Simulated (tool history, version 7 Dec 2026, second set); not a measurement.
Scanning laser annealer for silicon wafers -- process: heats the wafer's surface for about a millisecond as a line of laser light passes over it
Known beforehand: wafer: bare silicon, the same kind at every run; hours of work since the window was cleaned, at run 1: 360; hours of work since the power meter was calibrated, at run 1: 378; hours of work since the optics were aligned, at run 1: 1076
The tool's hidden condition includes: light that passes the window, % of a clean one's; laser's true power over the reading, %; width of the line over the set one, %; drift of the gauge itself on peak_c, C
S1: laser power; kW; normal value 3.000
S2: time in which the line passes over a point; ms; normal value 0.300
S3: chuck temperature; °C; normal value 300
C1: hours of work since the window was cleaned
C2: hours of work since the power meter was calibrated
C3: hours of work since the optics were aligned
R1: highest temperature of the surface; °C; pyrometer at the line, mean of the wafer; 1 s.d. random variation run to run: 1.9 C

run 1 hour=0.0 | S1=3.000 S2=0.300 S3=300 | C1=360 C2=378 C3=1076 | R1=1117
run 2 hour=17.9 | S1=3.000 S2=0.300 S3=300 | C1=372 C2=390 C3=1088 | R1=1114
run 3 hour=33.3 | S1=3.000 S2=0.300 S3=300 | C1=382 C2=400 C3=1098 | R1=1114
run 4 hour=42.5 | S1=3.000 S2=0.300 S3=300 | C1=388 C2=406 C3=1104 | R1=1116
run 5 hour=54.4 | S1=3.000 S2=0.300 S3=300 | C1=396 C2=414 C3=1112 | R1=1113
run 6 hour=66.4 | S1=3.000 S2=0.300 S3=300 | C1=403 C2=421 C3=1119 | R1=1111
run 7 hour=76.1 | S1=3.000 S2=0.300 S3=300 | C1=410 C2=428 C3=1126 | R1=1110
run 8 hour=95.5 | S1=3.000 S2=0.300 S3=300 | C1=422 C2=440 C3=1138 | R1=1111
run 9 hour=114.1 | S1=3.000 S2=0.313 S3=300 | C1=435 C2=453 C3=1151 | R1=1129
run 10 hour=127.3 | S1=3.000 S2=0.313 S3=318 | C1=443 C2=461 C3=1159 | R1=1145
run 11 hour=146.0 | S1=3.000 S2=0.224 S3=318 | C1=455 C2=473 C3=1171 | R1=1018
run 12 hour=157.2 | S1=3.000 S2=0.224 S3=318 | C1=463 C2=481 C3=1179 | R1=1018
run 13 hour=175.1 | S1=2.702 S2=0.300 S3=300 | C1=474 C2=492 C3=1190 | R1=1012
run 14 hour=190.9 | S1=2.771 S2=0.300 S3=300 | C1=485 C2=503 C3=1201 | R1=1030
run 15 hour=205.4 | S1=2.771 S2=0.300 S3=300 | C1=494 C2=512 C3=1210 | R1=1032
run 16 hour=218.2 | S1=2.771 S2=0.300 S3=300 | C1=502 C2=520 C3=1219 | R1=1030
run 17 hour=228.5 | S1=2.771 S2=0.300 S3=300 | C1=509 C2=527 C3=1225 | R1=1031
run 18 hour=237.2 | S1=2.771 S2=0.300 S3=300 | C1=515 C2=533 C3=1231 | R1=1031
-- hour=240.5 window over the wafer cleaned
run 19 hour=259.6 | S1=2.771 S2=0.300 S3=300 | C1=12 C2=546 C3=1244 | R1=1015
run 20 hour=270.3 | S1=3.080 S2=0.300 S3=300 | C1=19 C2=553 C3=1251 | R1=1115
run 21 hour=282.1 | S1=3.080 S2=0.300 S3=300 | C1=27 C2=561 C3=1259 | R1=1117
run 22 hour=294.4 | S1=2.606 S2=0.300 S3=300 | C1=35 C2=569 C3=1267 | R1=959
run 23 hour=305.0 | S1=2.652 S2=0.347 S3=300 | C1=42 C2=576 C3=1274 | R1=1028
-- hour=311.4 window over the wafer cleaned, once more
run 24 hour=316.9 | S1=2.652 S2=0.347 S3=300 | C1=4 C2=582 C3=1280 | R1=1064
run 25 hour=330.2 | S1=2.702 S2=0.230 S3=300 | C1=12 C2=591 C3=1289 | R1=942

Estimate the outcome of run 26 from the log above:
run 26 hour=349.8 | S1=2.702 S2=0.230 S3=300 | C1=25 C2=604 C3=1302 | R1=?

R1: 933 °C
Without the tool's hidden state the same run would have given R1 949 °C.

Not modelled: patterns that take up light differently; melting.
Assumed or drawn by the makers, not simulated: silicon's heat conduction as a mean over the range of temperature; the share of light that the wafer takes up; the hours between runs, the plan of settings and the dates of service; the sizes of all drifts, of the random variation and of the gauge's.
